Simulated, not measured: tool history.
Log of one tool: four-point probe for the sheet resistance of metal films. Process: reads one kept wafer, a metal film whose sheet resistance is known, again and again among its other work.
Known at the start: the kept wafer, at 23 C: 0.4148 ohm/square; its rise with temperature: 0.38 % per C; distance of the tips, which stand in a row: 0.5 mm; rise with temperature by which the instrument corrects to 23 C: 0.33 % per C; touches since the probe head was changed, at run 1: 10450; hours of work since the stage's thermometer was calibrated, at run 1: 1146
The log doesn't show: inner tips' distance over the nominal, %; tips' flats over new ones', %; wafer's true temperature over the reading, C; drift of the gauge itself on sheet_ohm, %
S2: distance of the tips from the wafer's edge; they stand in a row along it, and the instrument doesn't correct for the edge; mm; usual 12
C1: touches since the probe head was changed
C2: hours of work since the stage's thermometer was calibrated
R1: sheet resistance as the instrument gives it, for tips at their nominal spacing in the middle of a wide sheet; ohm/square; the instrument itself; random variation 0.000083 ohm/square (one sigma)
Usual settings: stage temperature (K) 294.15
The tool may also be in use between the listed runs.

{"run": 1, "hour": 0.0, "stage temperature (K)": 294.15, "S2": 12, "C1": 10450, "C2": 1146, "R1": 0.414524}
{"run": 2, "hour": 9.4, "stage temperature (K)": 294.15, "S2": 12, "C1": 10589, "C2": 1152, "R1": 0.414675}
{"run": 3, "hour": 29.8, "stage temperature (K)": 294.15, "S2": 24, "C1": 10888, "C2": 1165, "R1": 0.414426}
{"run": 4, "hour": 40.2, "stage temperature (K)": 294.15, "S2": 24, "C1": 11042, "C2": 1171, "R1": 0.414195}
{"run": 5, "hour": 54.5, "stage temperature (K)": 294.15, "S2": 13, "C1": 11251, "C2": 1180, "R1": 0.414485}
{"run": 6, "hour": 64.5, "stage temperature (K)": 294.15, "S2": 12, "C1": 11399, "C2": 1187, "R1": 0.414509}
{"run": 7, "hour": 83.5, "stage temperature (K)": 294.15, "S2": 12, "C1": 11679, "C2": 1199, "R1": 0.414636}
{"run": 8, "hour": 97.4, "stage temperature (K)": 294.15, "S2": 12, "C1": 11882, "C2": 1207, "R1": 0.414616}
{"run": 9, "hour": 108.0, "stage temperature (K)": 294.15, "S2": 12, "C1": 12038, "C2": 1214, "R1": 0.414597}
{"run": 10, "hour": 126.5, "stage temperature (K)": 294.15, "S2": 12, "C1": 12310, "C2": 1226, "R1": 0.414622}
{"run": 11, "hour": 146.2, "stage temperature (K)": 294.15, "S2": 12, "C1": 12600, "C2": 1238, "R1": 0.414614}
{"run": 12, "hour": 165.5, "stage temperature (K)": 292.15, "S2": 12, "C1": 12883, "C2": 1250, "R1": 0.414205}
{"run": 13, "hour": 183.7, "stage temperature (K)": 292.15, "S2": 12, "C1": 13151, "C2": 1262, "R1": 0.414161}
{"run": 14, "hour": 202.4, "stage temperature (K)": 294.15, "S2": 12, "C1": 13426, "C2": 1274, "R1": 0.414443}
{"run": 15, "hour": 221.8, "stage temperature (K)": 294.15, "S2": 12, "C1": 13712, "C2": 1286, "R1": 0.414448}
{"run": 16, "hour": 237.5, "stage temperature (K)": 294.15, "S2": 12, "C1": 13942, "C2": 1296, "R1": 0.414549}
{"run": 17, "hour": 248.5, "stage temperature (K)": 294.15, "S2": 12, "C1": 14104, "C2": 1303, "R1": 0.414381}
{"run": 18, "hour": 268.5, "stage temperature (K)": 294.15, "S2": 11, "C1": 14398, "C2": 1315, "R1": 0.414556}
{"run": 19, "hour": 287.3, "stage temperature (K)": 302.15, "S2": 7, "C1": 14674, "C2": 1327, "R1": 0.416922}
{"run": 20, "hour": 306.9, "stage temperature (K)": 300.15, "S2": 12, "C1": 14962, "C2": 1339, "R1": 0.415633}
{"run": 21, "hour": 316.0, "stage temperature (K)": 292.15, "S2": 12, "C1": 15096, "C2": 1345, "R1": 0.413861}
{"run": 22, "hour": 336.9, "stage temperature (K)": 304.15, "S2": 6, "C1": 15404, "C2": 1358, "R1": 0.417685}
{"run": 23, "hour": 356.6, "stage temperature (K)": 293.15, "S2": 30, "C1": 15694, "C2": 1371, "R1": 0.413915}
{"run": 24, "hour": 375.5, "stage temperature (K)": 308.15, "S2": 30, "C1": 15972, "C2": 1383, "R1": 0.416987}
{"run": 25, "hour": 386.9, "stage temperature (K)": 308.15, "S2": 30, "C1": 16139, "C2": 1390, "R1": 0.416875}
{"run": 26, "hour": 395.9, "stage temperature (K)": 297.15, "S2": 15, "C1": 16271, "C2": 1395, "R1": 0.414792}
{"run": 27, "hour": 405.4, "stage temperature (K)": 292.15, "S2": 15, "C1": 16411, "C2": 1401, "R1": 0.4137}
{"run": 28, "hour": 414.3, "stage temperature (K)": 292.15, "S2": 15, "C1": 16541, "C2": 1407, "R1": 0.413964}
{"run": 29, "hour": 425.3, "stage temperature (K)": 293.15, "S2": 15, "C1": 16703, "C2": 1414, "R1": 0.414175}
{"run": 30, "hour": 444.1, "stage temperature (K)": 293.15, "S2": 15, "C1": 16979, "C2": 1426, "R1": 0.414046}
{"run": 31, "hour": 459.8, "stage temperature (K)": 294.15, "S2": 4, "C1": 17211, "C2": 1436, "R1": 0.417354}

Measured less the same run without the tool's hidden state. The same run-to-run variation is in both; the gauge's scatter may not be:
run=1 R1=-0.000154
run=2 R1=-0.00016
run=3 R1=-0.000172
run=4 R1=-0.000179
run=5 R1=-0.000187
run=6 R1=-0.000193
run=7 R1=-0.000205
run=8 R1=-0.000214
run=9 R1=-0.000221
run=10 R1=-0.000233
run=11 R1=-0.000245
run=12 R1=-0.000259
run=13 R1=-0.000269
run=14 R1=-0.000281
run=15 R1=-0.000292
run=16 R1=-0.000303
run=17 R1=-0.000309
run=18 R1=-0.000321
run=19 R1=-0.000328
run=20 R1=-0.000341
run=21 R1=-0.000351
run=22 R1=-0.000357
run=23 R1=-0.000375
run=24 R1=-0.000377
run=25 R1=-0.000384
run=26 R1=-0.000396
run=27 R1=-0.000405
run=28 R1=-0.000412
run=29 R1=-0.000417
run=30 R1=-0.000428
run=31 R1=-0.00044
